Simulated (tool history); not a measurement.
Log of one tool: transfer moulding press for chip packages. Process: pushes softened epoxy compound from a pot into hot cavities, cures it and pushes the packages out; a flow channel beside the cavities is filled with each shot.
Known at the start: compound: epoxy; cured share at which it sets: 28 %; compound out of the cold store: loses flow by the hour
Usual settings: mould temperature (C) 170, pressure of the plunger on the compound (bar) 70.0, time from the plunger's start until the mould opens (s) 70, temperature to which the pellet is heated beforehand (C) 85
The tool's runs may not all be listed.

run	hour	mould temperature (C)	pressure of the plunger on the compound (bar)	time from the plunger's start until the mould opens (s)	temperature to which the pellet is heated beforehand (C)	incoming compound's hours out of the cold store	length that the compound runs in the flow channel (mm)	greatest force on the pins that push the packages out (N)
1	0.0	170	70.0	70	85	20.8	608	547
# hour 2.0: cavities cleaned with cleaning compound and waxed
2	10.9	170	70.0	70	85	23.1	594	527
3	21.8	170	78.8	70	85	42.6	573	536
4	28.9	170	78.8	70	85	18.1	655	558
5	36.4	170	70.0	70	82	21.6	605	547
# hour 44.7: cavities cleaned with cleaning compound and waxed
6	45.5	170	55.5	70	85	42.2	483	506
7	51.7	170	55.5	70	85	22.2	535	535
8	60.8	174	70.0	70	85	38.8	540	461
9	66.1	176	70.0	70	85	31.8	556	453
10	77.4	176	70.0	70	85	13.7	604	440
11	84.0	176	70.0	70	85	17.2	594	451
# hour 87.1: cavities cleaned with cleaning compound and waxed
12	91.1	170	71.1	70	85	31.5	577	518
13	97.3	170	70.0	70	85	46.3	534	500
14	106.6	170	70.0	70	85	11.6	633	542
15	111.6	174	70.0	70	94	32.3	553	465
16	117.8	167	70.0	70	94	39.4	561	586
17	124.7	167	70.0	68	83	32.2	581	629
# hour 129.6: cavities cleaned with cleaning compound and waxed
18	137.1	167	70.0	100	83	21.3	620	453
19	142.7	169	70.0	100	82	47.7	532	444
20	151.4	170	72.5	70	92	43.3	551	526
21	156.9	170	56.8	75	85	22.6	537	484
22	163.9	170	73.7	75	85	32.9	588	462
# hour 172.2: cavities cleaned with cleaning compound and waxed
23	172.5	168	73.7	65	80	13.3	660	706
24	180.9	171	73.7	87	80	45.3	541	444
25	188.5	167	70.0	70	85	22.6	615	631
26	195.5	170	78.6	70	85	39.9	577	537
27	202.8	163	52.0	52	76	11.6	578	1782

5 ways to go on from here, each from the tool as it stands after run 27. What would each give?
A	209.3	163	85.5	52	81	33.5	?	?
B	209.3	163	52.0	98	76	27.3	?	?
C	209.3	163	54.0	76	86	15.8	?	?
D	209.3	173	70.0	70	85	22.7	?	?
E	209.3	163	60.7	53	76	27.6	?	?

run	length that the compound runs in the flow channel (mm)	greatest force on the pins that push the packages out (N)
A	659	1553
B	532	490
C	574	742
D	587	466
E	569	1559
Without the tool's hidden state the same runs would have given:
run	length that the compound runs in the flow channel (mm)	greatest force on the pins that push the packages out (N)
A	661	1534
B	534	483
C	575	733
D	589	460
E	571	1540
